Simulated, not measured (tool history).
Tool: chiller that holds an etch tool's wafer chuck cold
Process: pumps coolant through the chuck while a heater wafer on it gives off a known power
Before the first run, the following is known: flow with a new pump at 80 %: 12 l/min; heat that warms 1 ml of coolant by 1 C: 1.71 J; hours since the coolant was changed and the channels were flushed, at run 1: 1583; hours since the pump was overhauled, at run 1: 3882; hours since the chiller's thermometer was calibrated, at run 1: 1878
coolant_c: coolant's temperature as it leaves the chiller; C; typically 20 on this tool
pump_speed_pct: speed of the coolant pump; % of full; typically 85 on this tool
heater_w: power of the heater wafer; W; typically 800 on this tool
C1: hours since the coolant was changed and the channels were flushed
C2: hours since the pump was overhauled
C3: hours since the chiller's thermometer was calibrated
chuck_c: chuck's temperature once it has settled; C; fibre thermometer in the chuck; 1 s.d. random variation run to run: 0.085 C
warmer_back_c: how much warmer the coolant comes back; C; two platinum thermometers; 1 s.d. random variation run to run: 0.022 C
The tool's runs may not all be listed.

{"run": 1, "hour": 0.0, "coolant_c": 20, "pump_speed_pct": 85, "heater_w": 800, "C1": 1583, "C2": 3882, "C3": 1878, "chuck_c": 25.09, "warmer_back_c": 2.3}
{"run": 2, "hour": 117.1, "coolant_c": 20, "pump_speed_pct": 85, "heater_w": 800, "C1": 1700, "C2": 3999, "C3": 1995, "chuck_c": 25.16, "warmer_back_c": 2.27}
{"run": 3, "hour": 203.0, "coolant_c": 20, "pump_speed_pct": 85, "heater_w": 800, "C1": 1786, "C2": 4085, "C3": 2081, "chuck_c": 25.07, "warmer_back_c": 2.27}
{"hour": 285.6, "done": "chiller's thermometer calibrated"}
{"run": 4, "hour": 300.6, "coolant_c": 20, "pump_speed_pct": 85, "heater_w": 800, "C1": 1883, "C2": 4181, "C3": 15, "chuck_c": 25.25, "warmer_back_c": 2.26}
{"hour": 318.5, "done": "coolant pump overhauled"}
{"run": 5, "hour": 389.6, "coolant_c": 20, "pump_speed_pct": 85, "heater_w": 800, "C1": 1967, "C2": 71, "C3": 99, "chuck_c": 25.34, "warmer_back_c": 2.28}
{"run": 6, "hour": 502.9, "coolant_c": 20, "pump_speed_pct": 85, "heater_w": 983, "C1": 2080, "C2": 184, "C3": 212, "chuck_c": 26.4, "warmer_back_c": 2.82}
{"run": 7, "hour": 624.7, "coolant_c": 20, "pump_speed_pct": 85, "heater_w": 983, "C1": 2202, "C2": 306, "C3": 334, "chuck_c": 26.59, "warmer_back_c": 2.87}
{"run": 8, "hour": 685.5, "coolant_c": 20, "pump_speed_pct": 85, "heater_w": 800, "C1": 2263, "C2": 367, "C3": 395, "chuck_c": 25.28, "warmer_back_c": 2.28}
{"run": 9, "hour": 810.2, "coolant_c": 20, "pump_speed_pct": 85, "heater_w": 800, "C1": 2387, "C2": 492, "C3": 520, "chuck_c": 25.3, "warmer_back_c": 2.3}
{"run": 10, "hour": 945.0, "coolant_c": 20, "pump_speed_pct": 85, "heater_w": 800, "C1": 2522, "C2": 627, "C3": 654, "chuck_c": 25.32, "warmer_back_c": 2.27}
{"run": 11, "hour": 1031.7, "coolant_c": 20, "pump_speed_pct": 94, "heater_w": 800, "C1": 2609, "C2": 713, "C3": 741, "chuck_c": 24.87, "warmer_back_c": 2.11}
{"run": 12, "hour": 1101.1, "coolant_c": 11, "pump_speed_pct": 65, "heater_w": 528, "C1": 2678, "C2": 783, "C3": 811, "chuck_c": 15.27, "warmer_back_c": 2.04}
{"hour": 1145.6, "done": "coolant pump overhauled, once more"}
{"run": 13, "hour": 1233.8, "coolant_c": 14, "pump_speed_pct": 100, "heater_w": 528, "C1": 2806, "C2": 88, "C3": 938, "chuck_c": 17, "warmer_back_c": 1.2}
{"run": 14, "hour": 1311.5, "coolant_c": 22, "pump_speed_pct": 65, "heater_w": 528, "C1": 2884, "C2": 166, "C3": 1016, "chuck_c": 26.01, "warmer_back_c": 1.87}
{"run": 15, "hour": 1415.6, "coolant_c": 15, "pump_speed_pct": 85, "heater_w": 800, "C1": 2988, "C2": 270, "C3": 1120, "chuck_c": 20.04, "warmer_back_c": 2.16}

Below, some changes in chuck_c between adjacent runs. For each, the amount present without the hidden state too (settings, incoming material, random variation) and the amount remaining for the hidden state with gauge scatter not shared by both compared results:
Unlogged tool condition in this case: heat passed by the chuck's channels, % of clean ones'; flow at a given pump speed, % of a new pump's; coolant's true temperature over the reading, C; drift of the gauge itself on chuck_c, C; drift of the gauge itself on warmer_back_c, C.
Run 11 -> 12: coolant_c 20 -> 11, pump_speed_pct 94 -> 65, heater_w 800 -> 528. chuck_c -9.6 C: hidden state -0.07, all else -9.53.
Run 12 -> 13: coolant_c 11 -> 14, pump_speed_pct 65 -> 100, coolant pump overhauled, once more. chuck_c +1.73 C: hidden state -0.24, all else +1.97.

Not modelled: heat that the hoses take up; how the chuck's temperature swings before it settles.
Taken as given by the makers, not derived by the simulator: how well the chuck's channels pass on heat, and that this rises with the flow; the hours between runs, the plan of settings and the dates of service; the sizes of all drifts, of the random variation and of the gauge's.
